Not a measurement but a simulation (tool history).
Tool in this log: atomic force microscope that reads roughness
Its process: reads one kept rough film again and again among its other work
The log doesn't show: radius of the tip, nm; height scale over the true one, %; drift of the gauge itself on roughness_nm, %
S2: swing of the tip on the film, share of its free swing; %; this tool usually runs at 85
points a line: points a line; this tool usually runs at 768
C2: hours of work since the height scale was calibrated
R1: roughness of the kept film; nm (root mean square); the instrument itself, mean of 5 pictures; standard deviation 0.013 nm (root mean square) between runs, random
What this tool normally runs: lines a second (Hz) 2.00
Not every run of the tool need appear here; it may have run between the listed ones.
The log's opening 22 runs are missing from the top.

run 23 day=28.888 | lines_a_second_(Hz)=0.77 S2=55 points_a_line=264 | pictures_with_this_tip=150 C2=378 | R1=3.620
-- day=30.129 new tip fitted
run 24 day=30.342 | lines_a_second_(Hz)=2.11 S2=84 points_a_line=376 | pictures_with_this_tip=6 C2=395 | R1=3.073
run 25 day=31.471 | lines_a_second_(Hz)=2.18 S2=59 points_a_line=376 | pictures_with_this_tip=40 C2=408 | R1=3.513
run 26 day=32.250 | lines_a_second_(Hz)=1.32 S2=80 points_a_line=670 | pictures_with_this_tip=63 C2=417 | R1=3.393
run 27 day=33.762 | lines_a_second_(Hz)=1.32 S2=80 points_a_line=670 | pictures_with_this_tip=108 C2=434 | R1=3.385
run 28 day=34.600 | lines_a_second_(Hz)=2.60 S2=85 points_a_line=800 | pictures_with_this_tip=133 C2=444 | R1=2.951
run 29 day=35.717 | lines_a_second_(Hz)=2.60 S2=85 points_a_line=800 | pictures_with_this_tip=167 C2=456 | R1=2.953
-- day=36.404 new tip fitted
run 30 day=37.379 | lines_a_second_(Hz)=2.60 S2=79 points_a_line=957 | pictures_with_this_tip=30 C2=475 | R1=3.104
run 31 day=38.204 | lines_a_second_(Hz)=3.04 S2=65 points_a_line=280 | pictures_with_this_tip=54 C2=485 | R1=3.302
run 32 day=39.375 | lines_a_second_(Hz)=2.24 S2=60 points_a_line=277 | pictures_with_this_tip=89 C2=498 | R1=3.465
run 33 day=40.662 | lines_a_second_(Hz)=2.24 S2=58 points_a_line=970 | pictures_with_this_tip=128 C2=513 | R1=3.571
run 34 day=42.196 | lines_a_second_(Hz)=0.58 S2=85 points_a_line=768 | pictures_with_this_tip=173 C2=530 | R1=3.543
-- day=42.683 new tip fitted
run 35 day=43.821 | lines_a_second_(Hz)=0.58 S2=85 points_a_line=768 | pictures_with_this_tip=34 C2=549 | R1=3.546

What if the next run were any one of these 4? Each begins from the tool's condition after run 35:
run A day=44.867 | lines_a_second_(Hz)=0.98 S2=67 points_a_line=864 | pictures_with_this_tip=66 C2=560 | R1=?
run B day=44.867 | lines_a_second_(Hz)=1.46 S2=85 points_a_line=768 | pictures_with_this_tip=66 C2=560 | R1=?
run C day=44.867 | lines_a_second_(Hz)=0.52 S2=85 points_a_line=768 | pictures_with_this_tip=66 C2=560 | R1=?
run D day=44.867 | lines_a_second_(Hz)=1.51 S2=85 points_a_line=768 | pictures_with_this_tip=66 C2=560 | R1=?

run=A R1=3.627
run=B R1=3.257
run=C R1=3.568
run=D R1=3.257
Take away the tool's hidden state, keep each run's random variation, and the runs would have read:
run=A R1=3.635
run=B R1=3.265
run=C R1=3.576
run=D R1=3.264
